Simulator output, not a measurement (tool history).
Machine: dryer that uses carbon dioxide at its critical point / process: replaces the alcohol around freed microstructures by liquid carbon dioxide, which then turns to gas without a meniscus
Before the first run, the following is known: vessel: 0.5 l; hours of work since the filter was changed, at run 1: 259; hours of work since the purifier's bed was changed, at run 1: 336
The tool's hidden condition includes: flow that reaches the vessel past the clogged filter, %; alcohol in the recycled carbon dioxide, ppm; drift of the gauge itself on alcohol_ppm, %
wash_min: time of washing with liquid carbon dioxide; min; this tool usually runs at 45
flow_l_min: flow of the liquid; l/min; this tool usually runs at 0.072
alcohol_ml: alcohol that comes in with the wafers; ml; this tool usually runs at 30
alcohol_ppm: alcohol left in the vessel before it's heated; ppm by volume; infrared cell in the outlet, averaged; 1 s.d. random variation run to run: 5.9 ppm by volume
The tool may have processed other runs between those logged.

run	hour	wash_min	flow_l_min	alcohol_ml	hours of work since the filter was changed	hours of work since the purifier's bed was changed	alcohol_ppm
1	0	45	0.072	30	259	336	297
2	15	43	0.072	30	270	348	371
3	31.2	45	0.072	30	283	360	315
4	44.9	45	0.072	30	294	371	310
5	61	45	0.072	30	306	383	332
6	88.6	45	0.072	30	327	405	326
7	115.5	45	0.086	30	348	425	126
8	138.4	47	0.0932	67	366	443	118
9	160	42	0.0708	62	383	460	1037
10	183.2	45	0.0946	118	400	478	241
11	198.2	27	0.1092	109	412	489	1605
12	214.2	45	0.072	97	424	502	1099
13	234.2	31	0.072	30	440	517	1747
14	246.5	31	0.072	30	449	527	1695

Consider 3 possible next runs. They are alternatives, not a sequence: every one starts from the tool as it was left by run 14. What does each give?
A	258.1	33	0.0938	52	458	536	?
B	258.1	31	0.0709	26	458	536	?
C	258.1	48	0.0794	55	458	536	?

run	alcohol_ppm
A	694
B	1617
C	270
What these runs would have given with no unlogged condition in the tool:
run	alcohol_ppm
A	406
B	1135
C	132
